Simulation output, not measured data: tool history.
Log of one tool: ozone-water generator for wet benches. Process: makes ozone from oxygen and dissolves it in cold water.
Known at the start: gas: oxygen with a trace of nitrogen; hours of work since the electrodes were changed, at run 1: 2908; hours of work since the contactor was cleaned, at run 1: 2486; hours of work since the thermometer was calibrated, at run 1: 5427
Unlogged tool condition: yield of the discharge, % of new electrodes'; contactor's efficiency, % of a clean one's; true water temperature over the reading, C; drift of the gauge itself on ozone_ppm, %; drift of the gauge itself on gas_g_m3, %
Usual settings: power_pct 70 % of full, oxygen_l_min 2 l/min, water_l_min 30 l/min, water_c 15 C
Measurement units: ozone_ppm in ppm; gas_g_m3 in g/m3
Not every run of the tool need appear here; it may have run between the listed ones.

run    hour  power_pct  oxygen_l_min  water_l_min  water_c  hours of work since the electrodes were changed  hours of work since the contactor was cleaned  hours of work since the thermometer was calibrated  ozone_ppm  gas_g_m3
  1       0         70             2           30       15                                             2908                                           2486                                                5427        9.5     210.6
  2    79.7         70             2           35       15                                             2987                                           2565                                                5507        8.3     210.4
      200.5  -- water thermometer calibrated
  3   232.2         70          1.54           35       15                                             3138                                           2716                                                  31        7.6     246.3
  4   379.4         70          1.54           46       15                                             3284                                           2862                                                 178        5.6     247.1
  5   508.2         70             2           30       14                                             3412                                           2990                                                 306        9.7       210
  6   613.6         70             2           30       14                                             3517                                           3095                                                 411        9.6     211.3
  7   772.9         70             2           30       14                                             3675                                           3254                                                 569        9.5     211.6
  8   861.2         70             2           30       14                                             3763                                           3341                                                 657        9.6     211.6
  9   982.8         70             2           30       14                                             3884                                           3462                                                 778        9.7     210.6
 10  1112.1         70             2           30       14                                             4012                                           3591                                                 906        9.7     211.8
 11  1231.9         70             2           30       14                                             4132                                           3710                                                1025        9.6     211.3
 12  1338.6         70             2           30       15                                             4238                                           3816                                                1131        9.3     211.3
 13  1455.8         70             2           30       15                                             4354                                           3932                                                1248        9.4     211.5
 14  1550.6         70             2           30       15                                             4448                                           4026                                                1342        9.7     210.9
 15  1634.2         70             2           30       14                                             4531                                           4110                                                1425        9.6     209.8
 16  1748.5         52          3.05           21        7                                             4645                                           4223                                                1539       12.8     134.4
     1858.7  -- contactor cleaned
 17  1911.7         52          3.05           21        7                                             4803                                             53                                                1697       12.9     134.1
 18  2037.3         52          3.05           21        7                                             4928                                            177                                                1822         13     134.6
 19  2161.5         52          3.05           21        7                                             5051                                            301                                                1945         13     135.8
 20  2265.3         52          3.05           21        7                                             5155                                            404                                                2048       12.9       134
 21  2409.8         52          3.05           21        7                                             5298                                            548                                                2192       12.9     135.4
 22  2551.4         52          3.05           21        7                                             5439                                            688                                                2332       12.7     135.6
 23  2674.9         70          1.71           30       15                                             5562                                            811                                                2455        9.1     228.4
 24  2760.2         43          1.11           30       15                                             5646                                            896                                                2540        5.7       207
 25  2884.8         43          1.11           30       15                                             5770                                           1020                                                2664        5.5     209.5
 26  2995.7         69             2           30       14                                             5881                                           1130                                                2774        9.5     209.9
 27  3116.2         96             2           24       14                                             6000                                           1250                                                2894       15.1     265.3

What if the next run were any one of these 4? Each begins from the tool's condition after run 27:
  A  3285.1         96             2           28        7                                             6168                                           1418                                                3062          ?         ?
  B  3285.1         50             2           30       15                                             6168                                           1418                                                3062          ?         ?
  C  3285.1         61             2           30       15                                             6168                                           1418                                                3062          ?         ?
  D  3285.1         70          2.37           30       15                                             6168                                           1418                                                3062          ?         ?

run  ozone_ppm  gas_g_m3
  A       13.2     264.5
  B        7.5     164.4
  C        8.7       191
  D       10.1     191.3
The same runs, with their run-to-run variation unchanged, on a tool lacking any hidden condition would have given:
run  ozone_ppm  gas_g_m3
  A       13.2     265.2
  B        7.5     164.7
  C        8.7     191.3
  D       10.1     191.7

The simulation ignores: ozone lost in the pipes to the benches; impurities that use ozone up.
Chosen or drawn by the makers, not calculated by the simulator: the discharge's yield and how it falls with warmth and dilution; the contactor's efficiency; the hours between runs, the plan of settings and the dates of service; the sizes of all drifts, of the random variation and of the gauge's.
